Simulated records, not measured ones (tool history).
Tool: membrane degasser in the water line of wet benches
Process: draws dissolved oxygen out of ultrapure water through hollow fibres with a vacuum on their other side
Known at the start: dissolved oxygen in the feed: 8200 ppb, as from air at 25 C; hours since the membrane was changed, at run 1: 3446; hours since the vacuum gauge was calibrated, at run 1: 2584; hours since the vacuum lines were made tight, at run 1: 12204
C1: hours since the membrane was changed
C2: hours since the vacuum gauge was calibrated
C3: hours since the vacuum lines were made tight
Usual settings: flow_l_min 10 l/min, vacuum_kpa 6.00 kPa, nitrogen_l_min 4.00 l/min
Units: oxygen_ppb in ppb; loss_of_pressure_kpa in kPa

run 1 hour=0.0 | flow_l_min=10 vacuum_kpa=6.00 nitrogen_l_min=4.00 | C1=3446 C2=2584 C3=12204 | oxygen_ppb=23.4 loss_of_pressure_kpa=59.93
run 2 hour=185.9 | flow_l_min=10 vacuum_kpa=6.00 nitrogen_l_min=4.00 | C1=3632 C2=2770 C3=12390 | oxygen_ppb=23.8 loss_of_pressure_kpa=59.51
run 3 hour=374.1 | flow_l_min=10 vacuum_kpa=6.00 nitrogen_l_min=4.00 | C1=3820 C2=2958 C3=12579 | oxygen_ppb=23.8 loss_of_pressure_kpa=59.73
run 4 hour=468.9 | flow_l_min=10 vacuum_kpa=6.00 nitrogen_l_min=4.00 | C1=3915 C2=3053 C3=12673 | oxygen_ppb=23.8 loss_of_pressure_kpa=60.21
run 5 hour=551.3 | flow_l_min=10 vacuum_kpa=11.63 nitrogen_l_min=4.00 | C1=3997 C2=3135 C3=12756 | oxygen_ppb=61.9 loss_of_pressure_kpa=59.95
-- hour=659.2 vacuum gauge calibrated
run 6 hour=680.6 | flow_l_min=10 vacuum_kpa=6.00 nitrogen_l_min=4.00 | C1=4126 C2=21 C3=12884 | oxygen_ppb=22.6 loss_of_pressure_kpa=59.97
run 7 hour=776.0 | flow_l_min=10 vacuum_kpa=6.00 nitrogen_l_min=4.00 | C1=4221 C2=117 C3=12980 | oxygen_ppb=23.4 loss_of_pressure_kpa=60.21
run 8 hour=914.0 | flow_l_min=10 vacuum_kpa=6.00 nitrogen_l_min=4.00 | C1=4359 C2=255 C3=13118 | oxygen_ppb=23.2 loss_of_pressure_kpa=60.49
run 9 hour=1029.6 | flow_l_min=10 vacuum_kpa=6.00 nitrogen_l_min=4.00 | C1=4475 C2=370 C3=13233 | oxygen_ppb=23.1 loss_of_pressure_kpa=60.11
run 10 hour=1152.5 | flow_l_min=10 vacuum_kpa=6.00 nitrogen_l_min=4.00 | C1=4598 C2=493 C3=13356 | oxygen_ppb=23.9 loss_of_pressure_kpa=60.14
run 11 hour=1275.5 | flow_l_min=10 vacuum_kpa=8.58 nitrogen_l_min=4.00 | C1=4721 C2=616 C3=13479 | oxygen_ppb=41.6 loss_of_pressure_kpa=60.11
run 12 hour=1425.1 | flow_l_min=10 vacuum_kpa=6.00 nitrogen_l_min=4.00 | C1=4870 C2=766 C3=13629 | oxygen_ppb=23.0 loss_of_pressure_kpa=60.53
run 13 hour=1580.2 | flow_l_min=10 vacuum_kpa=6.00 nitrogen_l_min=4.00 | C1=5025 C2=921 C3=13784 | oxygen_ppb=23.9 loss_of_pressure_kpa=60.32
run 14 hour=1708.2 | flow_l_min=10 vacuum_kpa=6.00 nitrogen_l_min=4.00 | C1=5154 C2=1049 C3=13912 | oxygen_ppb=23.1 loss_of_pressure_kpa=60.56
run 15 hour=1866.1 | flow_l_min=10 vacuum_kpa=6.00 nitrogen_l_min=4.00 | C1=5311 C2=1207 C3=14070 | oxygen_ppb=23.4 loss_of_pressure_kpa=60.49
-- hour=2010.7 seals of the vacuum lines changed
run 16 hour=2010.7 | flow_l_min=10 vacuum_kpa=6.00 nitrogen_l_min=4.00 | C1=5454 C2=1349 C3=0 | oxygen_ppb=22.1 loss_of_pressure_kpa=60.46
run 17 hour=2094.1 | flow_l_min=6 vacuum_kpa=4.56 nitrogen_l_min=4.00 | C1=5537 C2=1433 C3=83 | oxygen_ppb=5.0 loss_of_pressure_kpa=36.06
run 18 hour=2193.9 | flow_l_min=6 vacuum_kpa=4.56 nitrogen_l_min=4.00 | C1=5637 C2=1533 C3=183 | oxygen_ppb=6.1 loss_of_pressure_kpa=36.15
run 19 hour=2350.0 | flow_l_min=8 vacuum_kpa=6.00 nitrogen_l_min=2.71 | C1=5793 C2=1689 C3=339 | oxygen_ppb=22.5 loss_of_pressure_kpa=48.11
run 20 hour=2437.6 | flow_l_min=8 vacuum_kpa=6.47 nitrogen_l_min=6.70 | C1=5881 C2=1776 C3=427 | oxygen_ppb=12.1 loss_of_pressure_kpa=48.72
run 21 hour=2614.5 | flow_l_min=8 vacuum_kpa=6.47 nitrogen_l_min=6.70 | C1=6058 C2=1953 C3=604 | oxygen_ppb=11.8 loss_of_pressure_kpa=48.20
run 22 hour=2696.7 | flow_l_min=10 vacuum_kpa=5.05 nitrogen_l_min=6.36 | C1=6140 C2=2035 C3=686 | oxygen_ppb=11.9 loss_of_pressure_kpa=61.12
run 23 hour=2787.4 | flow_l_min=10 vacuum_kpa=5.05 nitrogen_l_min=6.36 | C1=6231 C2=2126 C3=777 | oxygen_ppb=11.7 loss_of_pressure_kpa=60.64
run 24 hour=2887.7 | flow_l_min=10 vacuum_kpa=5.05 nitrogen_l_min=6.36 | C1=6331 C2=2226 C3=877 | oxygen_ppb=11.1 loss_of_pressure_kpa=60.84
run 25 hour=2968.8 | flow_l_min=10 vacuum_kpa=5.05 nitrogen_l_min=6.36 | C1=6412 C2=2308 C3=958 | oxygen_ppb=11.9 loss_of_pressure_kpa=61.02
run 26 hour=3076.0 | flow_l_min=9 vacuum_kpa=11.07 nitrogen_l_min=1.76 | C1=6519 C2=2415 C3=1065 | oxygen_ppb=101.2 loss_of_pressure_kpa=54.32
run 27 hour=3224.7 | flow_l_min=9 vacuum_kpa=11.07 nitrogen_l_min=1.76 | C1=6668 C2=2563 C3=1214 | oxygen_ppb=101.9 loss_of_pressure_kpa=54.55
run 28 hour=3352.9 | flow_l_min=9 vacuum_kpa=11.07 nitrogen_l_min=1.76 | C1=6796 C2=2692 C3=1342 | oxygen_ppb=101.1 loss_of_pressure_kpa=54.63
run 29 hour=3538.0 | flow_l_min=9 vacuum_kpa=11.07 nitrogen_l_min=1.76 | C1=6981 C2=2877 C3=1527 | oxygen_ppb=99.4 loss_of_pressure_kpa=54.89
run 30 hour=3724.8 | flow_l_min=10 vacuum_kpa=6.00 nitrogen_l_min=11.29 | C1=7168 C2=3064 C3=1714 | oxygen_ppb=11.4 loss_of_pressure_kpa=61.07
run 31 hour=3809.0 | flow_l_min=10 vacuum_kpa=5.72 nitrogen_l_min=7.88 | C1=7252 C2=3148 C3=1798 | oxygen_ppb=12.3 loss_of_pressure_kpa=60.85

How the hidden state differs across the entries between the runs, from the last listed run before each to the first after it:
Between runs 5 and 6: vacuum gauge calibrated (hour 659.2)
  true pressure behind the membrane over the reading, kPa: 0.07 -> -0.02; air that leaks in behind the membrane, l/min: 0.0359 -> 0.0363
  measured less the result without the state, oxygen_ppb: +6.3 -> +2.2 ppb; loss_of_pressure_kpa: +0.95 -> +0.99 kPa
Between runs 15 and 16: seals of the vacuum lines changed (hour 2010.7)
  true pressure behind the membrane over the reading, kPa: 0 -> 0.01; air that leaks in behind the membrane, l/min: 0.0393 -> 0.0011
  measured less the result without the state, oxygen_ppb: +2.6 -> +0.6 ppb; loss_of_pressure_kpa: +1.26 -> +1.29 kPa

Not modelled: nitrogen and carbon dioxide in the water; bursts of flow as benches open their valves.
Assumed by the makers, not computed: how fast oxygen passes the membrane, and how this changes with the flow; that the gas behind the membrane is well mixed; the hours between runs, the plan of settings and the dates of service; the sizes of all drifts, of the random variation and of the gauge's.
